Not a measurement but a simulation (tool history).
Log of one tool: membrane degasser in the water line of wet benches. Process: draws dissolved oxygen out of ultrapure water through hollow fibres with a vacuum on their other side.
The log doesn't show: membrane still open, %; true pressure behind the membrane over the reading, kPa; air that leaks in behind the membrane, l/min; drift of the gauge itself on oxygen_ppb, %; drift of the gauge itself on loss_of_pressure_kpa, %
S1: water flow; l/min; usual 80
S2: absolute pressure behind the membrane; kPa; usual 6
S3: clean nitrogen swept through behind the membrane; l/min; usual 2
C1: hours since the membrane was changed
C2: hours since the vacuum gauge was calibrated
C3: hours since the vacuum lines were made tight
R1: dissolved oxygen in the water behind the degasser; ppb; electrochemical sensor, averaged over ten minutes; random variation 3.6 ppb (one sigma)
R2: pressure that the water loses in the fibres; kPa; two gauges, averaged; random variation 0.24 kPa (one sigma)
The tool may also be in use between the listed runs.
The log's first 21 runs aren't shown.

| run | hour | S1 | S2 | S3 | C1 | C2 | C3 | R1 | R2 |
|---|---|---|---|---|---|---|---|---|---|
| 22 | 1581.3 | 55 | 10.23 | 2.06 | 1958 | 739 | 1815 | 428.6 | 43.01 |
| 23 | 1651.5 | 54 | 10.23 | 2.06 | 2028 | 809 | 1885 | 416.8 | 42.3 |
| 24 | 1695.7 | 101 | 10.23 | 1.46 | 2073 | 853 | 1930 | 1032.2 | 79.05 |
| 25 | 1762 | 57 | 3.68 | 1.07 | 2139 | 920 | 1996 | 94.9 | 44.72 |
| 26 | 1863.7 | 100 | 13.55 | 5.78 | 2241 | 1021 | 2098 | 645 | 78.7 |
| 27 | 1923.3 | 100 | 13.55 | 5.73 | 2300 | 1081 | 2157 | 656.1 | 78.26 |
| 28 | 2021.2 | 80 | 6 | 2.72 | 2398 | 1179 | 2255 | 325.5 | 63.22 |
| 29 | 2108.5 | 95 | 6 | 2 | 2485 | 1266 | 2342 | 491.7 | 75.06 |
| 30 | 2170.5 | 95 | 4.88 | 2 | 2547 | 1328 | 2404 | 404.4 | 74.77 |
| 31 | 2251 | 95 | 4.88 | 2 | 2628 | 1409 | 2485 | 404.7 | 74.5 |
| 32 | 2314.9 | 95 | 4.88 | 2 | 2692 | 1473 | 2549 | 405.2 | 75.06 |

Forecast each of these 4 alternatives for the next run:
| A | 2400.6 | 84 | 7.4 | 2 | 2777 | 1558 | 2634 | ? | ? |
| B | 2400.6 | 80 | 4 | 2 | 2777 | 1558 | 2634 | ? | ? |
| C | 2400.6 | 105 | 11.07 | 2.43 | 2777 | 1558 | 2634 | ? | ? |
| D | 2400.6 | 95 | 4.88 | 2.59 | 2777 | 1558 | 2634 | ? | ? |

| run | R1 | R2 |
|---|---|---|
| A | 516 | 65.97 |
| B | 224.6 | 63.43 |
| C | 925.4 | 82.82 |
| D | 382.2 | 75.08 |
Without the tool's hidden state the same runs would have given:
| run | R1 | R2 |
|---|---|---|
| A | 494.2 | 63.94 |
| B | 203.8 | 61.48 |
| C | 895.1 | 80.27 |
| D | 353.7 | 72.77 |

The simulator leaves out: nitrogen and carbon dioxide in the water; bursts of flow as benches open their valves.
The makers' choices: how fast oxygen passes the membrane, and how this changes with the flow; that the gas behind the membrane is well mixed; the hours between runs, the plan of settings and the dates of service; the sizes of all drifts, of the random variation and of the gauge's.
